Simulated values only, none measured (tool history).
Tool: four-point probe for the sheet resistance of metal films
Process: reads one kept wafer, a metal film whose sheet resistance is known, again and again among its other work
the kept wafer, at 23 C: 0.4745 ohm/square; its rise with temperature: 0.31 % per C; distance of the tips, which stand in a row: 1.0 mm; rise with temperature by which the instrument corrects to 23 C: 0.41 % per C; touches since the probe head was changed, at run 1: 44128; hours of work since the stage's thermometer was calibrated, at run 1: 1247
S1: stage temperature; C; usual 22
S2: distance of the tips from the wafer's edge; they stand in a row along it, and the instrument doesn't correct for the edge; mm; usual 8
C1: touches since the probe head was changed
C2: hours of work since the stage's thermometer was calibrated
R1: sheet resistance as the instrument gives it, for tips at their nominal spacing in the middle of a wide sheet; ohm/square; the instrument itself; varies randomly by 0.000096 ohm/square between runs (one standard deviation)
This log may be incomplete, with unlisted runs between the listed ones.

Run 1, hour 0.0: usual settings; C1 44128; C2 1247. Result: R1 0.477494 ohm/square.
Run 2, hour 60.1: usual settings; C1 45778; C2 1287. Result: R1 0.477732 ohm/square.
Run 3, hour 112.8: usual settings but S1 18 C; C1 47223; C2 1321. Result: R1 0.479571 ohm/square.
Run 4, hour 159.7: usual settings but S2 18 mm; C1 48511; C2 1353. Result: R1 0.474287 ohm/square.
Run 5, hour 228.6: usual settings but S1 19 C; C1 50402; C2 1398. Result: R1 0.478910 ohm/square.
Run 6, hour 270.5: usual settings but S1 19 C; C1 51554; C2 1426. Result: R1 0.479246 ohm/square.
Run 7, hour 345.6: usual settings but S2 58 mm; C1 53613; C2 1476. Result: R1 0.473664 ohm/square.
At hour 351.5: stage's thermometer calibrated.
Run 8, hour 389.1: usual settings but S2 58 mm; C1 54795; C2 25. Result: R1 0.473884 ohm/square.
Run 9, hour 423.6: usual settings but S1 33 C, S2 34 mm; C1 55741; C2 48. Result: R1 0.469067 ohm/square.
Run 10, hour 473.4: usual settings but S2 4 mm; C1 57108; C2 81. Result: R1 0.489179 ohm/square.
Run 11, hour 504.6: usual settings but S1 23 C, S2 13 mm; C1 57966; C2 102. Result: R1 0.474769 ohm/square.
Run 12, hour 546.1: usual settings but S1 23 C, S2 13 mm; C1 59103; C2 129. Result: R1 0.474680 ohm/square.
Run 13, hour 609.3: usual settings but S1 21 C, S2 9 mm; C1 60839; C2 171. Result: R1 0.477378 ohm/square.
Run 14, hour 654.8: usual settings but S1 21 C, S2 9 mm; C1 62087; C2 201. Result: R1 0.477265 ohm/square.
Run 15, hour 695.0: usual settings but S1 21 C, S2 9 mm; C1 63192; C2 228. Result: R1 0.477376 ohm/square.
Run 16, hour 728.4: usual settings but S2 17 mm; C1 64108; C2 250. Result: R1 0.474753 ohm/square.

Below are 4 alternative next runs, each starting from the tool's condition after run 16. Predict each:
Run A, hour 774.8: usual settings but S1 34 C, S2 9 mm; C1 65381; C2 281. Result: R1 ?.
Run B, hour 774.8: usual settings but S1 23 C, S2 11 mm; C1 65381; C2 281. Result: R1 ?.
Run C, hour 774.8: usual settings but S1 19 C, S2 17 mm; C1 65381; C2 281. Result: R1 ?.
Run D, hour 774.8: usual settings but S1 24 C, S2 5 mm; C1 65381; C2 281. Result: R1 ?.

run        R1
  A  0.471423
  B  0.475402
  C  0.475961
  D  0.482771
Stripped of hidden state, with their random variation kept, the same runs would have yielded:
run        R1
  A  0.472675
  B  0.476651
  C  0.477206
  D  0.484038
